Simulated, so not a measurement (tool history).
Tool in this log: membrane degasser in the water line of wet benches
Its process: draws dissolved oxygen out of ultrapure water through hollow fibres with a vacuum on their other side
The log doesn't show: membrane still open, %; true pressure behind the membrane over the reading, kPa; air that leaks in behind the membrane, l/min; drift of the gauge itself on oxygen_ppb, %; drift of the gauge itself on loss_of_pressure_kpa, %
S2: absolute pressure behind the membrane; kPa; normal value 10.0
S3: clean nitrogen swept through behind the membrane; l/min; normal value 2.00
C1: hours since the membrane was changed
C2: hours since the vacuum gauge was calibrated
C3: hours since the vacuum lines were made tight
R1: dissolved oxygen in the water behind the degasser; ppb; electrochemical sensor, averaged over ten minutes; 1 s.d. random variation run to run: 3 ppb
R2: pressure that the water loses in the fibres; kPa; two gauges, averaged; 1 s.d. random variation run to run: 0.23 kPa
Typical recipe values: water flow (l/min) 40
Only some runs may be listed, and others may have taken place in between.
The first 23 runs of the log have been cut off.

Run 24, day 99.046: usual settings but S3 0.82 l/min; C1 4547; C2 6326; C3 2315. Result: R1 671.5 ppb, R2 59.69 kPa.
Run 25, day 104.612: usual settings but S3 0.82 l/min; C1 4680; C2 6459; C3 2449. Result: R1 678.8 ppb, R2 59.76 kPa.
Run 26, day 109.862: usual settings but water flow (l/min) 59, S2 8.9 kPa, S3 1.40 l/min; C1 4806; C2 6585; C3 2575. Result: R1 561.2 ppb, R2 88.58 kPa.
Run 27, day 112.312: usual settings but water flow (l/min) 52, S2 24.5 kPa, S3 2.80 l/min; C1 4865; C2 6644; C3 2633. Result: R1 866.3 ppb, R2 77.52 kPa.
Run 28, day 115.321: usual settings but S3 1.20 l/min; C1 4937; C2 6716; C3 2706. Result: R1 506.8 ppb, R2 59.84 kPa.
Run 29, day 120.842: usual settings but water flow (l/min) 32, S2 10.2 kPa, S3 1.58 l/min; C1 5070; C2 6849; C3 2838. Result: R1 342.6 ppb, R2 48.19 kPa.
Run 30, day 124.400: usual settings but water flow (l/min) 32, S2 7.8 kPa, S3 3.04 l/min; C1 5155; C2 6934; C3 2924. Result: R1 136.7 ppb, R2 48.55 kPa.
Run 31, day 126.792: usual settings but water flow (l/min) 32, S2 7.8 kPa, S3 3.04 l/min; C1 5213; C2 6992; C3 2981. Result: R1 136.3 ppb, R2 48.13 kPa.
Run 32, day 131.542: usual settings but water flow (l/min) 54, S2 6.9 kPa; C1 5327; C2 7106; C3 3095. Result: R1 295.1 ppb, R2 81.20 kPa.

4 ways to go on from here, each from the tool as it stands after run 32. What would each give?
Run A, day 136.379: usual settings but S2 16.2 kPa, S3 5.83 l/min; C1 5443; C2 7222; C3 3211. Result: R1 ?, R2 ?.
Run B, day 136.379: usual settings but water flow (l/min) 37, S2 6.9 kPa, S3 2.05 l/min; C1 5443; C2 7222; C3 3211. Result: R1 ?, R2 ?.
Run C, day 136.379: usual settings but water flow (l/min) 28, S2 10.5 kPa, S3 1.40 l/min; C1 5443; C2 7222; C3 3211. Result: R1 ?, R2 ?.
Run D, day 136.379: usual settings but S3 4.90 l/min; C1 5443; C2 7222; C3 3211. Result: R1 ?, R2 ?.

run     R1     R2
  A  237.0  60.11
  B  191.3  55.74
  C  359.0  42.25
  D  154.9  59.79
Without the tool's unlogged condition, the same runs would have read:
run     R1     R2
  A  217.9  57.36
  B  153.2  53.19
  C  317.7  40.32
  D  134.5  57.05
